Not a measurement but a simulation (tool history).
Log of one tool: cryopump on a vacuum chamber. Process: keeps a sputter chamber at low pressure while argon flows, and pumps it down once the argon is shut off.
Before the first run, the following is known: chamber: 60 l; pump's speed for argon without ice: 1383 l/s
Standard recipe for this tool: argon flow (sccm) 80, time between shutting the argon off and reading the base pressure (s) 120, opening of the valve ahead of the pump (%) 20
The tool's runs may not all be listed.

| run | hour | argon flow (sccm) | time between shutting the argon off and reading the base pressure (s) | opening of the valve ahead of the pump (%) | pressure while argon flows (Pa) | pressure after the wait (uPa) |
|---|---|---|---|---|---|---|
| 1 | 0.0 | 80 | 120 | 20 | 0.4967 | 1.08 |
| 2 | 44.0 | 80 | 120 | 20 | 0.5002 | 1.05 |
| 3 | 79.0 | 80 | 120 | 20 | 0.4994 | 1.10 |
| 4 | 104.0 | 156 | 120 | 20 | 0.9692 | 1.14 |
| 5 | 128.2 | 80 | 120 | 20 | 0.4957 | 1.17 |
| 6 | 165.9 | 153 | 201 | 54 | 0.3618 | 1.01 |
| 7 | 213.2 | 54 | 37 | 53 | 0.1308 | 1.92 |
| 8 | 246.0 | 82 | 120 | 20 | 0.5098 | 1.10 |
| 9 | 269.7 | 82 | 120 | 20 | 0.5115 | 1.13 |
| 10 | 307.5 | 82 | 120 | 20 | 0.5147 | 1.12 |

A few steps of pressure while argon flows (Pa) between consecutive runs. Split each: what settings, incoming material and random variation would produce without the hidden state, and what is left over for the hidden state, along with gauge scatter present in only one of the two compared results (measured, and without hidden state):
Unlogged tool condition in this case: pump's speed, % of a pump's without ice; cold plate's temperature, K; leak into the chamber, uPa l/s; drift of the gauge itself on working_pa, %; drift of the gauge itself on base_upa, %.
Run 4 -> 5: argon flow (sccm) 156 -> 80. pressure while argon flows (Pa) -0.4735: hidden state -0.0078, all else -0.4657.
Run 6 -> 7: argon flow (sccm) 153 -> 54, time between shutting the argon off and reading the base pressure (s) 201 -> 37, opening of the valve ahead of the pump (%) 54 -> 53. pressure while argon flows (Pa) -0.2310: hidden state -0.0110, all else -0.2200.
